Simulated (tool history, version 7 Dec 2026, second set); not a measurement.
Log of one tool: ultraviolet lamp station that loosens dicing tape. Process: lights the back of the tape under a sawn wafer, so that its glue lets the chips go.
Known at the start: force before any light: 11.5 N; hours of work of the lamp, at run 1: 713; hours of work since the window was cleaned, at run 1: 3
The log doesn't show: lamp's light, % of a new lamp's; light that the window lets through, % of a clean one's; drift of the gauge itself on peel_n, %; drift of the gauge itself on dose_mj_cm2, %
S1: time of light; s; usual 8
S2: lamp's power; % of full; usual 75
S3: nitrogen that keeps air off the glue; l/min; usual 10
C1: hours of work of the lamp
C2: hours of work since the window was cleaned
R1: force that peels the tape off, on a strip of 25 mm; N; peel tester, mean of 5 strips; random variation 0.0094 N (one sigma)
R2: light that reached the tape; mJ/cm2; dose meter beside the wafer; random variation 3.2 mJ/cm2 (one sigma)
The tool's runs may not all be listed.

run,hour,S1,S2,S3,C1,C2,R1,R2
1,0,8,75,10,713,3,0.688,406
2,39.4,8,75,11,744,35,0.683,397
3,57.5,7,75,10,759,49,0.974,347
4,79,7,75,10,776,66,0.994,343
5,97.6,7,75,10,791,81,1.039,339
6,119.1,7,75,9,808,98,1.15,332
7,144.1,11,75,10,828,118,0.362,527
8,170.6,8,85,10,849,139,0.598,428
9,192.4,8,85,10,867,157,0.612,429
10,210.2,8,85,10,881,171,0.625,425
11,234,8,85,4,900,190,1.414,422
12,262.7,8,75,10,923,213,0.861,364
13,285.6,7,75,10,941,231,1.207,316
14,315.6,7,75,10,965,255,1.255,313
15,340.8,7,75,10,985,275,1.263,313
16,369.7,7,75,10,1008,298,1.293,304
17,398.8,6,65,5,1031,321,3.273,229
18,424.1,15,98,4,1051,342,0.264,832
19,440.7,6,66,14,1065,355,1.877,222
20,467.2,7,75,17,1086,376,0.989,294
21,488.8,4,75,8,1103,393,3.66,167
22,506.8,4,75,8,1117,408,3.78,166
# hour 542: window cleaned of glue's vapour
23,544.5,10,76,6,1147,2,0.917,443
# hour 563.6: lamp changed
24,581.3,8,75,3,14,31,1.269,488
25,601,8,75,3,30,46,1.272,477
26,618.2,8,75,3,44,60,1.354,478
27,640.7,8,82,9,61,78,0.391,522

Measured less the same run without the tool's hidden state. The same run-to-run variation is in both; the gauge's scatter may not be:
run,R1,R2
1,+0.298,-100
2,+0.303,-105
3,+0.43,-94
4,+0.451,-98
5,+0.48,-99
6,+0.529,-101
7,+0.166,-168
8,+0.309,-141
9,+0.321,-145
10,+0.331,-149
11,+0.703,-153
12,+0.478,-138
13,+0.652,-124
14,+0.693,-127
15,+0.702,-131
16,+0.73,-133
17,+1.387,-102
18,+0.12,-390
19,+1.033,-107
20,+0.621,-145
21,+1.557,-85
22,+1.621,-86
23,+0.545,-196
24,+0.091,-18
25,+0.108,-21
26,+0.128,-23
27,+0.052,-30

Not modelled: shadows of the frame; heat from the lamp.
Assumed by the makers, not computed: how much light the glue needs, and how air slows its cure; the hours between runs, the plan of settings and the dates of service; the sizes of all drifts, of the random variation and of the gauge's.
